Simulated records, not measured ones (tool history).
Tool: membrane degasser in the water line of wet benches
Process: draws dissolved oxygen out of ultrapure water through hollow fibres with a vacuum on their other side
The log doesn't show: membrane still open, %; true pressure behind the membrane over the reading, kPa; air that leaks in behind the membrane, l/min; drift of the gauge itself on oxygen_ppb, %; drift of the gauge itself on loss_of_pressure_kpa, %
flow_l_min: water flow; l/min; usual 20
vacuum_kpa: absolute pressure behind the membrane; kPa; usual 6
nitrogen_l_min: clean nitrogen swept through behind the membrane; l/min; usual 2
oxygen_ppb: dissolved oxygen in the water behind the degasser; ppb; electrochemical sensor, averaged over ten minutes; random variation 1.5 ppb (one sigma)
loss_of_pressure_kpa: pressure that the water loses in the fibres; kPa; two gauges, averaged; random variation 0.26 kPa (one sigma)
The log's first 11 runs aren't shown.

run,day,flow_l_min,vacuum_kpa,nitrogen_l_min,hours since the membrane was changed,hours since the vacuum gauge was calibrated,hours since the vacuum lines were made tight,oxygen_ppb,loss_of_pressure_kpa
12,18.446,20,6.42,2,1732,895,40,162.3,71.17
13,20.862,20,6,2,1790,953,98,151.8,70.46
14,23.017,20,6,2,1842,1005,149,151.5,70.07
15,25.05,20,6,2,1891,1054,198,152.7,70.29
16,27.65,20,6,2,1953,1116,261,150.5,70.9
17,29.625,27,4.21,1.99,2001,1163,308,222.7,96.59
18,31.588,16,3.83,3.09,2048,1211,355,51.6,57.22
19,32.829,16,3.83,3.09,2077,1240,385,51.5,57.3
20,34.054,20,13.47,4.15,2107,1270,414,204.2,71.61
21,35.396,20,13.47,4.15,2139,1302,446,203.9,71.47
22,38.171,26,11.67,2.67,2206,1369,513,351.1,92.79
23,40.233,25,14.88,1.37,2255,1418,563,589,89.25
24,42.071,25,14.88,1.37,2299,1462,607,599.4,89.45
25,44.433,25,14.88,1.37,2356,1519,663,604.4,90.27
26,46.192,31,14.88,1.37,2398,1561,706,774.4,111.73
27,48.029,31,14.88,0.82,2442,1605,750,1031.4,110.7
28,50.421,22,11.51,1.17,2500,1663,807,446.8,79.22
# day 52.35: gauge calibrated
29,52.425,21,14.33,1.17,2548,1711,855,511.2,73.18
30,54.521,21,14.33,1.17,2598,1761,905,521.9,73.99
31,56.125,21,14.33,1.17,2637,1799,944,527.8,73.42
32,58.646,21,14.33,1.17,2697,1860,1004,519.9,73.83

3 ways to go on from here, each from the tool as it stands after run 32. What would each give?
A,60.046,28,9.44,1.79,2731,1894,1038,?,?
B,60.046,23,4.53,0.99,2731,1894,1038,?,?
C,60.046,29,6.5,2.26,2731,1894,1038,?,?

run,oxygen_ppb,loss_of_pressure_kpa
A,414.9,98.12
B,193.5,80.74
C,316.8,101.83
Without the tool's hidden state the same runs would have given:
run,oxygen_ppb,loss_of_pressure_kpa
A,414.7,97.67
B,193.3,80.37
C,316.6,101.36
